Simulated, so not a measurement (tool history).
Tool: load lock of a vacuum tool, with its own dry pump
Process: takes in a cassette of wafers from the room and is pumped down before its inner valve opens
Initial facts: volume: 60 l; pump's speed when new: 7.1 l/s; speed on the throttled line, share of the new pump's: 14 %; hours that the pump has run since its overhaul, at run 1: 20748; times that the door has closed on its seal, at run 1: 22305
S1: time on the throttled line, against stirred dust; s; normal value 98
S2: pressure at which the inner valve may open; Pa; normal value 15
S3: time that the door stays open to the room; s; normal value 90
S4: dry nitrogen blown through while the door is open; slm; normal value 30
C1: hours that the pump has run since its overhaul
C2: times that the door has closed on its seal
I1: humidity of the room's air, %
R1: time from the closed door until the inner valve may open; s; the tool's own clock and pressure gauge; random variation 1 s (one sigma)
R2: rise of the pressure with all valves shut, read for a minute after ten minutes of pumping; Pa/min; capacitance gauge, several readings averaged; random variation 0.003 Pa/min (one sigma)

run     hour   S1  S2   S3  S4     C1     C2    I1     R1     R2
  1      0.0   98  15   90  30  20748  22305  49.7  169.0  0.191
  2    302.2   98  15   90  30  21050  22689  44.7  171.5  0.190
  3    584.5   98  15   90  26  21332  23048  48.8  168.3  0.199
  4    919.6   98  15   90  26  21667  23473  43.6  172.0  0.207
  5   1274.3   65  15   90  30  22022  23923  42.1  144.3  0.199
  6   1821.9   65  15   90  30  22570  24619  47.8  144.0  0.210
  7   2436.9   98  15   90  30  23184  25399  45.4  171.4  0.223
  8   3062.8   98  12   90  30  23810  26194  44.8  174.7  0.235
      3181.1  -- dry pump taken out, an overhauled one fitted
  9   3387.0   98  12   90  30    206  26598  47.2  159.6  0.240
 10   3657.1   98  12   90  30    476  26941  48.3  159.6  0.251
 11   4174.0   98  12   90  30    993  27597  44.4  160.3  0.259
 12   4431.4   98  12   90  30   1250  27924  45.8  160.7  0.256
 13   4952.0   98  12   90  31   1771  28585  44.8  160.9  0.267
 14   5514.7   98  12   90  31   2334  29300  46.6  162.4  0.277
 15   6064.3   98  15   90  35   2883  29997  42.4  158.5  0.285
 16   6648.9   98  15   90  35   3468  30740  44.4  160.6  0.298
 17   7047.8   98  15   90  35   3867  31246  44.5  159.4  0.304
 18   7566.2   98  12   90  30   4385  31904  45.0  163.3  0.318
 19   8155.0   98  12   90  30   4974  32652  44.2  164.4  0.321
 20   8588.7   69  14   90  30   5408  33203  42.1  136.0  0.347
 21   8912.7   69  14   90  30   5732  33614  47.0  136.4  0.351
 22   9413.0   69  14  240  10   6232  34249  49.5  136.4  0.402
 23  10021.2   69  14  240  10   6840  35021  47.5  137.5  0.420
 24  10352.8  150  11   30  25   7172  35442  41.4  206.7  0.361
 25  10672.7  150  25   46  38   7492  35849  46.9  201.0  0.367
 26  11044.5   98  11   90   8   7863  36321  37.8  164.7  0.399
 27  11470.9   98  11   90   8   8290  36862  42.5  163.3  0.404
 28  11952.5  123  15   90  30   8771  37473  45.0  184.2  0.406
 29  12335.1  123  15   90  30   9154  37959  48.3  184.9  0.423
 30  12827.7  178  15  224  30   9647  38585  45.5  231.6  0.439
     12938.3  -- door's seal changed, seat wiped
 31  13454.9  120  15   41  39  10272    656  45.7  178.9  0.011
 32  14038.4   55  11  128   7  10856   1397  46.6  129.0  0.067
 33  14309.7   55  21  128  22  11127   1741  41.2  123.2  0.034
 34  14721.1   55  21  128  22  11538   2264  45.3  123.3  0.033
 35  15320.0   98  15  203   5  12137   3024  47.0  163.5  0.095
 36  15767.2   88  26   90   9  12585   3592  42.3  148.9  0.055
 37  16141.6   98  13   90  30  12959   4067  45.6  165.8  0.028

Consider 4 possible next runs. They are alternatives, not a sequence: every one starts from the tool as it was left by run 37. What does each give?
  A  16714.6  194  28  132  30  13532  4795  43.7   ?   ?
  B  16714.6   98  15  175  30  13532  4795  46.0   ?   ?
  C  16714.6   55  11   90  30  13532  4795  45.2   ?   ?
  D  16714.6   72  15   88  30  13532  4795  44.1   ?   ?

run     R1     R2
  A  239.6  0.042
  B  164.6  0.045
  C  130.6  0.038
  D  142.5  0.030
What these runs would have given with no unlogged condition in the tool:
run     R1     R2
  A  235.7  0.024
  B  158.9  0.027
  C  124.0  0.021
  D  136.4  0.013
